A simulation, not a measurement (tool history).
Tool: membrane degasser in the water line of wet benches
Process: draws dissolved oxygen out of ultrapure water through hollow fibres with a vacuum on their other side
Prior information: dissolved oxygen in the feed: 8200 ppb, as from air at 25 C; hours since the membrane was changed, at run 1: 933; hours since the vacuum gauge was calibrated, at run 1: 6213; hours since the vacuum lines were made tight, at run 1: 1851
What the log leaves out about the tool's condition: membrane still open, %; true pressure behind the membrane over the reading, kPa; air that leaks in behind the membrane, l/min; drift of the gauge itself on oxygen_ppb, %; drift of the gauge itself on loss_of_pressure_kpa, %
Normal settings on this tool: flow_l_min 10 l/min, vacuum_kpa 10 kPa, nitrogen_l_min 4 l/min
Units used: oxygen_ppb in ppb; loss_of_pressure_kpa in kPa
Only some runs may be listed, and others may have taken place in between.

run,day,flow_l_min,vacuum_kpa,nitrogen_l_min,hours since the membrane was changed,hours since the vacuum gauge was calibrated,hours since the vacuum lines were made tight,oxygen_ppb,loss_of_pressure_kpa
1,0,10,10,4,933,6213,1851,45.1,65.66
2,6.975,10,10,4,1100,6380,2018,44.5,65.98
3,10.454,10,10,4,1184,6464,2102,44.1,65.73
4,14.788,10,10,4,1288,6568,2206,44.6,66.59
5,21.442,10,11.8,4,1447,6727,2366,54.6,65.75
6,27.788,10,11.8,4,1600,6880,2518,55.4,65.82
# day 32.817: vacuum gauge calibrated
7,33.638,10,11.8,4,1739,20,2658,55.9,65.55
8,38.617,10,11.8,4,1859,139,2777,55.2,65.53
9,41.725,10,11.8,4,1934,214,2852,54.4,65.83
10,47.471,10,11.8,4,2071,352,2990,55.6,65.5
11,53.404,10,11.8,4,2214,494,3132,55.5,65.23
12,60.417,10,11.8,4,2382,662,3300,55.8,65.66
13,64.408,10,11.8,4,2478,758,3396,56,64.81
14,67.512,10,10,4,2552,833,3471,43,65.64
15,72.567,10,10,4,2674,954,3592,43.9,65.34
16,78.612,10,10,4,2819,1099,3737,44.1,65.92
17,81.838,10,10,4,2896,1176,3815,44,65.35
18,84.896,8,10,6.32,2970,1250,3888,22.5,52.52
19,91.179,8,10,6.32,3120,1401,4039,21.9,52.12
20,96.35,15,8.3,1.64,3245,1525,4163,118.4,98
21,100.125,10,21.5,4,3335,1615,4253,114.7,64.86
22,107.004,9,13.5,8.76,3500,1780,4419,28.3,58.48
23,113.946,9,13.5,8.76,3667,1947,4585,27.7,58.62
24,118.867,10,16.2,6.82,3785,2065,4703,50.2,64.53
25,124.892,10,16.2,6.82,3930,2210,4848,49.3,65.46
26,128.679,9,19.9,6.13,4020,2301,4939,61.6,58.56
27,134.804,9,19.9,6.13,4167,2448,5086,62.7,58.41
28,141.638,12,21.5,2.98,4331,2612,5250,182.7,77.65
29,146.512,7,10,11.32,4448,2729,5367,10.6,44.71
30,149.717,12,9.7,4.65,4525,2806,5444,46.2,77.69
31,156.879,8,10,4,4697,2977,5616,35.2,52.11
32,161.442,12,10,6.17,4807,3087,5725,36.8,77.42
33,165.871,12,6.5,2.84,4913,3193,5831,38.1,77.67

Here are 3 independent what-if runs from the current tool condition. What would each one return?
A,170.308,6,10,4,5020,3300,5938,?,?
B,170.308,10,10,2.2,5020,3300,5938,?,?
C,170.308,10,10,3.48,5020,3300,5938,?,?

run,oxygen_ppb,loss_of_pressure_kpa
A,26.4,38.4
B,76.6,64.37
C,50.3,64.45
Without the tool's unlogged condition, the same runs would have read:
run,oxygen_ppb,loss_of_pressure_kpa
A,26.4,39.3
B,76.5,65.86
C,50.2,65.94

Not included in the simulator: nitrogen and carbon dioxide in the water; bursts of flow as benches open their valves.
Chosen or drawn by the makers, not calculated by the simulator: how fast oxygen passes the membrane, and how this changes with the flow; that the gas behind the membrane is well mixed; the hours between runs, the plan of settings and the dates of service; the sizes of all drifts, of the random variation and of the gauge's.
